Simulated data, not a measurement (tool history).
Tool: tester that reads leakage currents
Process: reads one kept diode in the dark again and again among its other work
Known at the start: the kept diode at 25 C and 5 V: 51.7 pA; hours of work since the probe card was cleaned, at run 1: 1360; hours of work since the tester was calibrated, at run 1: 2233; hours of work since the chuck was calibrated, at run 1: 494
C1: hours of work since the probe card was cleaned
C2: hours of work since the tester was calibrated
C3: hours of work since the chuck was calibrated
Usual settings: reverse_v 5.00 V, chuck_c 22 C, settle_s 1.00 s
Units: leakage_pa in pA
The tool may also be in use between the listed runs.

Run 1, hour 0.0: usual settings; C1 1360; C2 2233; C3 494. Result: leakage_pa 41.38 pA.
Run 2, hour 70.4: usual settings; C1 1415; C2 2288; C3 548. Result: leakage_pa 41.59 pA.
Run 3, hour 154.4: usual settings but settle_s 5.18 s; C1 1480; C2 2353; C3 614. Result: leakage_pa 39.72 pA.
Run 4, hour 238.6: usual settings but settle_s 5.18 s; C1 1546; C2 2419; C3 679. Result: leakage_pa 39.73 pA.
Run 5, hour 286.2: usual settings; C1 1583; C2 2456; C3 716. Result: leakage_pa 41.12 pA.
Run 6, hour 367.2: usual settings but settle_s 1.18 s; C1 1646; C2 2519; C3 779. Result: leakage_pa 40.89 pA.
Run 7, hour 451.9: usual settings; C1 1711; C2 2584; C3 845. Result: leakage_pa 40.94 pA.
Run 8, hour 512.8: usual settings; C1 1759; C2 2632; C3 892. Result: leakage_pa 41.03 pA.
Run 9, hour 579.8: usual settings; C1 1811; C2 2684; C3 944. Result: leakage_pa 40.82 pA.
Run 10, hour 637.8: usual settings; C1 1856; C2 2729; C3 989. Result: leakage_pa 41.03 pA.
Run 11, hour 727.1: usual settings but chuck_c 32 C; C1 1925; C2 2798; C3 1058. Result: leakage_pa 96.27 pA.
Run 12, hour 786.7: usual settings but chuck_c 32 C; C1 1971; C2 2844; C3 1105. Result: leakage_pa 96.13 pA.
Run 13, hour 830.1: usual settings but chuck_c 32 C; C1 2005; C2 2878; C3 1138. Result: leakage_pa 95.97 pA.
Run 14, hour 922.6: usual settings but chuck_c 32 C; C1 2077; C2 2950; C3 1210. Result: leakage_pa 95.85 pA.
Run 15, hour 977.5: usual settings but chuck_c 32 C; C1 2120; C2 2993; C3 1253. Result: leakage_pa 95.68 pA.
At hour 1017.8: tester calibrated.
Run 16, hour 1034.8: usual settings but chuck_c 32 C; C1 2163; C2 13; C3 1296. Result: leakage_pa 96.53 pA.
Run 17, hour 1122.4: usual settings but chuck_c 32 C; C1 2231; C2 81; C3 1364. Result: leakage_pa 96.37 pA.
Run 18, hour 1186.7: usual settings but chuck_c 32 C, settle_s 0.37 s; C1 2281; C2 131; C3 1414. Result: leakage_pa 99.42 pA.
Run 19, hour 1267.4: usual settings but chuck_c 32 C, settle_s 0.37 s; C1 2343; C2 194; C3 1476. Result: leakage_pa 98.39 pA.
Run 20, hour 1353.0: usual settings but settle_s 3.81 s; C1 2410; C2 260; C3 1543. Result: leakage_pa 39.78 pA.
Run 21, hour 1407.7: usual settings but chuck_c 58 C; C1 2452; C2 303; C3 1585. Result: leakage_pa 778.42 pA.
Run 22, hour 1478.5: usual settings but reverse_v 16.07 V, chuck_c 25 C, settle_s 0.36 s; C1 2507; C2 358; C3 1640. Result: leakage_pa 116.92 pA.
Run 23, hour 1565.5: usual settings but reverse_v 16.07 V, chuck_c 25 C, settle_s 0.36 s; C1 2575; C2 425; C3 1708. Result: leakage_pa 116.94 pA.
Run 24, hour 1620.2: usual settings but reverse_v 16.07 V, chuck_c 25 C, settle_s 0.36 s; C1 2617; C2 468; C3 1750. Result: leakage_pa 116.84 pA.
Run 25, hour 1675.9: usual settings but reverse_v 2.38 V, chuck_c 37 C; C1 2660; C2 511; C3 1794. Result: leakage_pa 95.12 pA.
Run 26, hour 1718.9: usual settings but reverse_v 2.38 V, chuck_c 37 C; C1 2694; C2 544; C3 1827. Result: leakage_pa 94.88 pA.
Run 27, hour 1781.5: usual settings but reverse_v 2.38 V, chuck_c 37 C; C1 2743; C2 593; C3 1876. Result: leakage_pa 94.37 pA.
Run 28, hour 1863.5: usual settings but reverse_v 1.12 V, chuck_c 57 C, settle_s 3.94 s; C1 2806; C2 657; C3 1939. Result: leakage_pa 308.78 pA.
Run 29, hour 1947.3: usual settings but reverse_v 5.78 V, settle_s 2.62 s; C1 2871; C2 722; C3 2004. Result: leakage_pa 43.10 pA.
Run 30, hour 1989.6: usual settings but reverse_v 5.78 V, settle_s 2.62 s; C1 2904; C2 755; C3 2037. Result: leakage_pa 42.75 pA.
Run 31, hour 2057.6: usual settings but reverse_v 5.78 V, chuck_c 30 C, settle_s 4.36 s; C1 2957; C2 808; C3 2090. Result: leakage_pa 84.43 pA.
Run 32, hour 2126.6: usual settings but reverse_v 12.41 V, chuck_c 59 C, settle_s 3.52 s; C1 3010; C2 861; C3 2144. Result: leakage_pa 1362.52 pA.
Run 33, hour 2190.8: usual settings but reverse_v 12.41 V, chuck_c 59 C, settle_s 3.52 s; C1 3060; C2 911; C3 2194. Result: leakage_pa 1365.62 pA.
Run 34, hour 2228.7: usual settings but reverse_v 5.38 V, chuck_c 44 C, settle_s 4.99 s; C1 3090; C2 940; C3 2223. Result: leakage_pa 263.07 pA.
Run 35, hour 2289.0: usual settings but reverse_v 1.51 V, chuck_c 33 C, settle_s 3.91 s; C1 3137; C2 987; C3 2270. Result: leakage_pa 50.33 pA.
Run 36, hour 2363.5: usual settings but reverse_v 1.51 V, chuck_c 33 C, settle_s 3.91 s; C1 3194; C2 1045; C3 2328. Result: leakage_pa 50.28 pA.
At hour 2448.1: chuck's temperature calibrated.
Run 37, hour 2450.3: usual settings but reverse_v 1.51 V, chuck_c 36 C, settle_s 1.78 s; C1 3260; C2 1111; C3 2. Result: leakage_pa 73.01 pA.
Run 38, hour 2529.0: usual settings but reverse_v 1.75 V, chuck_c 36 C, settle_s 1.78 s; C1 3321; C2 1172; C3 63. Result: leakage_pa 79.68 pA.
Run 39, hour 2590.9: usual settings but reverse_v 18.62 V, chuck_c 34 C; C1 3370; C2 1220; C3 111. Result: leakage_pa 262.29 pA.
Run 40, hour 2679.7: usual settings but reverse_v 18.62 V, chuck_c 34 C; C1 3439; C2 1289; C3 180. Result: leakage_pa 262.01 pA.
Run 41, hour 2753.6: usual settings but reverse_v 5.95 V, chuck_c 56 C, settle_s 0.64 s; C1 3496; C2 1347; C3 237. Result: leakage_pa 783.31 pA.

Below are 3 alternative next runs, each starting from the tool's condition after run 41. Predict each:
Run A, hour 2834.7: usual settings but reverse_v 14.02 V, chuck_c 23 C, settle_s 0.51 s; C1 3559; C2 1410; C3 300. Result: leakage_pa ?.
Run B, hour 2834.7: usual settings but reverse_v 5.95 V, chuck_c 56 C, settle_s 5.13 s; C1 3559; C2 1410; C3 300. Result: leakage_pa ?.
Run C, hour 2834.7: usual settings but reverse_v 2.22 V, chuck_c 42 C, settle_s 4.07 s; C1 3559; C2 1410; C3 300. Result: leakage_pa ?.

run  leakage_pa
  A       96.67
  B      777.67
  C      147.28
Had the tool no hidden state, the same runs would have come out as:
run  leakage_pa
  A       85.63
  B      788.80
  C      148.55
